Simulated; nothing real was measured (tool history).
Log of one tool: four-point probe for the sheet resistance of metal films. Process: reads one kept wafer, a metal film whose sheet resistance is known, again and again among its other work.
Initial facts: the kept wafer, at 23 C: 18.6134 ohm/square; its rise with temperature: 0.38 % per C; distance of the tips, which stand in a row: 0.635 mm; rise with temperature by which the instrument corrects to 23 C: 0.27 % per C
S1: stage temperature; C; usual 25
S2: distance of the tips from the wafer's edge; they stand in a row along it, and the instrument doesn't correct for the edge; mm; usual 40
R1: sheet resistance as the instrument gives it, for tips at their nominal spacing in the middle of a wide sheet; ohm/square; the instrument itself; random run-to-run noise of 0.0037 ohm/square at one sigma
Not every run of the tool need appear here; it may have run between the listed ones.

run,hour,S1,S2,R1
1,0,25,40,18.572518
2,21.4,25,40,18.580969
3,45.1,25,40,18.580366
4,68.6,25,40,18.581451
5,81.6,25,40,18.582222
6,94.2,25,27,18.590179
7,118.4,25,27,18.590257
8,132.9,25,27,18.578013
9,158,25,27,18.581245
10,176.7,25,27,18.588634
11,193.9,24,40,18.565486
12,213.4,24,40,18.570068
13,233.1,24,40,18.559654
14,248.1,26,40,18.606708
15,268.8,26,40,18.610435
16,287.2,26,40,18.605659
17,302.5,26,40,18.607334
18,324.4,25,7,18.664311
19,340.7,25,40,18.593491
20,357.6,32,40,18.726498
21,369.3,30,40,18.691751
22,394.3,33,40,18.74763
23,413.5,25,3,19.018993
24,425.8,25,3,19.025793
25,443.4,25,3,19.027458
26,462.1,25,3,19.030026
27,477,19,45,18.473011
28,487.6,18,24,18.448238
29,500.3,20,15,18.504112
30,517.6,25,6,18.707785
31,530.6,21,10,18.553477
32,551.1,33,40,18.750377

Run 33 has not been measured yet. What should we expect?
33,570,20,6,?

R1: 18.60059 ohm/square
Take away the tool's hidden state, keep the run-to-run variation as it was, and the same run would have given R1 18.663834 ohm/square.
